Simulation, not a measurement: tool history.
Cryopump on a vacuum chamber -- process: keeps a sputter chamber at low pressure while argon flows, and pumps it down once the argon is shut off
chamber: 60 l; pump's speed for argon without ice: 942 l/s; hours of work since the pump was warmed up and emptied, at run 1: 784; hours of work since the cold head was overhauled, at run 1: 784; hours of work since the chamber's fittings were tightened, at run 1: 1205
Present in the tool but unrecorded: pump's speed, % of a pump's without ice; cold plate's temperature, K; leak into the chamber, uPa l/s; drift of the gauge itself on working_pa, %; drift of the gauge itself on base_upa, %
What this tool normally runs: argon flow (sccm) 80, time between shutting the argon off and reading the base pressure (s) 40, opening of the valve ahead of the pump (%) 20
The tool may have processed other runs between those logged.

| run | hour | argon flow (sccm) | time between shutting the argon off and reading the base pressure (s) | opening of the valve ahead of the pump (%) | hours of work since the pump was warmed up and emptied | hours of work since the cold head was overhauled | hours of work since the chamber's fittings were tightened | pressure while argon flows (Pa) | pressure after the wait (uPa) |
|---|---|---|---|---|---|---|---|---|---|
| 1 | 0.0 | 80 | 40 | 20 | 784 | 784 | 1205 | 0.7350 | 4.01 |
| 2 | 22.9 | 80 | 40 | 20 | 805 | 805 | 1225 | 0.7351 | 3.97 |
| 3 | 42.3 | 150 | 40 | 20 | 822 | 822 | 1243 | 1.3760 | 4.03 |
|  | 52.1 | leaking fittings of the chamber tightened, without venting |
| 4 | 78.2 | 150 | 54 | 20 | 852 | 852 | 23 | 1.3771 | 2.48 |
| 5 | 112.9 | 80 | 40 | 22 | 883 | 883 | 54 | 0.6723 | 3.23 |
| 6 | 150.8 | 80 | 40 | 22 | 916 | 916 | 87 | 0.6737 | 3.22 |
| 7 | 173.9 | 80 | 40 | 22 | 936 | 936 | 108 | 0.6738 | 3.27 |
| 8 | 209.7 | 80 | 40 | 22 | 968 | 968 | 139 | 0.6724 | 3.32 |
| 9 | 242.0 | 80 | 40 | 26 | 997 | 997 | 168 | 0.5780 | 3.26 |
|  | 260.9 | pump warmed up, emptied and cooled again |
| 10 | 280.9 | 81 | 40 | 20 | 18 | 1027 | 198 | 0.7281 | 3.28 |
| 11 | 313.6 | 80 | 40 | 20 | 47 | 1056 | 227 | 0.7230 | 3.34 |
| 12 | 350.2 | 80 | 40 | 20 | 79 | 1088 | 259 | 0.7208 | 3.34 |
| 13 | 371.3 | 80 | 40 | 20 | 98 | 1107 | 278 | 0.7229 | 3.41 |
| 14 | 405.6 | 80 | 24 | 20 | 128 | 1137 | 308 | 0.7225 | 5.11 |
| 15 | 422.1 | 80 | 24 | 20 | 142 | 1152 | 323 | 0.7175 | 4.99 |
| 16 | 449.6 | 80 | 24 | 20 | 167 | 1176 | 347 | 0.7216 | 5.24 |
| 17 | 485.5 | 80 | 42 | 20 | 199 | 1208 | 379 | 0.7254 | 3.17 |
| 18 | 506.7 | 62 | 25 | 23 | 217 | 1226 | 398 | 0.4889 | 4.97 |
| 19 | 534.2 | 103 | 40 | 20 | 242 | 1251 | 422 | 0.9272 | 3.41 |
| 20 | 567.2 | 34 | 40 | 30 | 271 | 1280 | 451 | 0.2057 | 3.43 |
| 21 | 593.9 | 34 | 40 | 30 | 294 | 1304 | 475 | 0.2068 | 3.37 |
| 22 | 630.7 | 85 | 266 | 58 | 327 | 1336 | 507 | 0.2720 | 1.11 |
| 23 | 654.7 | 85 | 266 | 58 | 348 | 1357 | 528 | 0.2733 | 1.13 |
| 24 | 687.9 | 85 | 266 | 58 | 378 | 1387 | 558 | 0.2723 | 1.16 |
| 25 | 711.6 | 109 | 148 | 49 | 399 | 1408 | 579 | 0.4135 | 1.49 |
| 26 | 738.1 | 80 | 36 | 37 | 422 | 1431 | 602 | 0.3986 | 3.75 |
| 27 | 767.7 | 80 | 36 | 37 | 448 | 1457 | 628 | 0.3971 | 3.98 |
| 28 | 800.1 | 80 | 36 | 37 | 477 | 1486 | 657 | 0.3999 | 3.81 |
| 29 | 816.7 | 35 | 147 | 37 | 492 | 1501 | 672 | 0.1742 | 1.57 |
| 30 | 840.1 | 155 | 147 | 44 | 512 | 1521 | 693 | 0.6563 | 1.53 |
| 31 | 873.8 | 41 | 109 | 17 | 542 | 1551 | 722 | 0.4378 | 1.85 |
| 32 | 901.2 | 144 | 172 | 21 | 566 | 1575 | 746 | 1.2550 | 1.50 |
| 33 | 935.1 | 144 | 90 | 20 | 596 | 1605 | 776 | 1.3198 | 2.10 |

For each entry between runs, how does the tool's hidden state at the last listed run before it compare with that at the first listed run after it?
Runs 3 to 4: leaking fittings of the chamber tightened, without venting (hour 52.1)
  pump's speed, % of a pump's without ice: 89.5 -> 89.1; cold plate's temperature, K: 12.36 -> 12.37; leak into the chamber, uPa l/s: 1003 -> 349
  measured result minus the result with no hidden state, pressure while argon flows (Pa): +0.0336 -> +0.0351; pressure after the wait (uPa): +0.89 -> +0.10
Runs 9 to 10: pump warmed up, emptied and cooled again (hour 260.9)
  pump's speed, % of a pump's without ice: 87.2 -> 99.4; cold plate's temperature, K: 12.43 -> 12.44; leak into the chamber, uPa l/s: 428 -> 445
  measured result minus the result with no hidden state, pressure while argon flows (Pa): +0.0226 -> +0.0022; pressure after the wait (uPa): +0.20 -> +0.16

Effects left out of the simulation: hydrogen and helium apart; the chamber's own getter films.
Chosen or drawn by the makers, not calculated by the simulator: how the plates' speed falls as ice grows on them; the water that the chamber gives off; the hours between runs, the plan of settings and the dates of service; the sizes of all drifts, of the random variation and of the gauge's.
